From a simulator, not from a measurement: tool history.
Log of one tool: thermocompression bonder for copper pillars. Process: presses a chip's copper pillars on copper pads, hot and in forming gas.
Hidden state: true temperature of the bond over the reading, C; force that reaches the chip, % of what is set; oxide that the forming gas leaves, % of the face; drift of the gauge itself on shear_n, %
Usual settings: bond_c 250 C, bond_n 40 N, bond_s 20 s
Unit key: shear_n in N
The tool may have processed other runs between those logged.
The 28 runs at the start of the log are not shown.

run	day	bond_c	bond_n	bond_s	hours of work since the heater was calibrated	hours of work since the force cell was calibrated	hours of work since the gas filter was changed	shear_n
29	56.200	250	49	16	1151	398	80	106.6
30	59.017	250	49	16	1194	441	123	107.9
31	61.238	250	49	16	1228	474	156	106.6
32	63.783	250	49	16	1267	513	195	103.6
33	65.312	250	49	16	1290	537	219	103.2
34	66.917	250	25	12	1315	561	243	64.5
35	69.675	250	38	20	1357	603	285	97.8
36	71.112	269	40	10	1379	625	307	106.1

Run 37 is up next; what results do you expect?
37	73.267	268	40	56	1411	658	340	?

shear_n: 130.4 N
Were there no unlogged condition in the tool, this run, its random variation unchanged, would have produced shear_n 130.6 N.
